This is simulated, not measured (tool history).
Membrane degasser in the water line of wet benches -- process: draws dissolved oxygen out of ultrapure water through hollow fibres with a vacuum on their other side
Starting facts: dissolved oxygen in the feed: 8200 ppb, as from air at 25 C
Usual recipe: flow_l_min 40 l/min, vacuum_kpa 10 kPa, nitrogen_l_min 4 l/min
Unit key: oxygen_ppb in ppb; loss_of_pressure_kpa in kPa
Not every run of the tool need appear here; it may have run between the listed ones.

run,day,flow_l_min,vacuum_kpa,nitrogen_l_min,oxygen_ppb,loss_of_pressure_kpa
1,0,40,10,4,172.5,67.71
2,11.371,40,10,4,172.2,68.13
3,24.4,40,10,4,173.2,68.55
4,32.875,40,10,4,174.9,68.05
5,39.871,40,10,4,174.2,69.14
6,46.171,40,10,4,174.6,68.89
7,54.217,40,10,4,173.1,68.71
# day 59.312: seals of the vacuum lines changed
8,64.629,40,10,4,170,69.25
# day 65.604: vacuum gauge calibrated
9,73.067,40,10,4,169.8,68.87
10,83.929,50,12.8,4.55,266,86.39
11,91.438,50,12.8,4.55,268,86.71
# day 98.429: membrane cartridge changed
12,104.262,50,12.8,4.55,257,77.68
13,114.875,25,17.7,6.83,129.1,38.73
14,124.625,25,24.4,6.96,186.2,38.89
15,136.242,39,23.4,11.43,172.9,60.96
16,144.446,39,23.4,11.43,171.8,60.75
17,157.354,24,7.6,11.43,24,37.32

What if the next run were any one of these 3? Each begins from the tool's condition after run 17:
A,169.654,42,10,4,?,?
B,169.654,35,10,8.58,?,?
C,169.654,24,24.8,11.2,?,?

run,oxygen_ppb,loss_of_pressure_kpa
A,177.1,66.02
B,71.4,54.87
C,115.8,37.49
Without the tool's hidden state the same runs would have given:
run,oxygen_ppb,loss_of_pressure_kpa
A,173.1,65.01
B,69.6,54.02
C,113.8,36.91

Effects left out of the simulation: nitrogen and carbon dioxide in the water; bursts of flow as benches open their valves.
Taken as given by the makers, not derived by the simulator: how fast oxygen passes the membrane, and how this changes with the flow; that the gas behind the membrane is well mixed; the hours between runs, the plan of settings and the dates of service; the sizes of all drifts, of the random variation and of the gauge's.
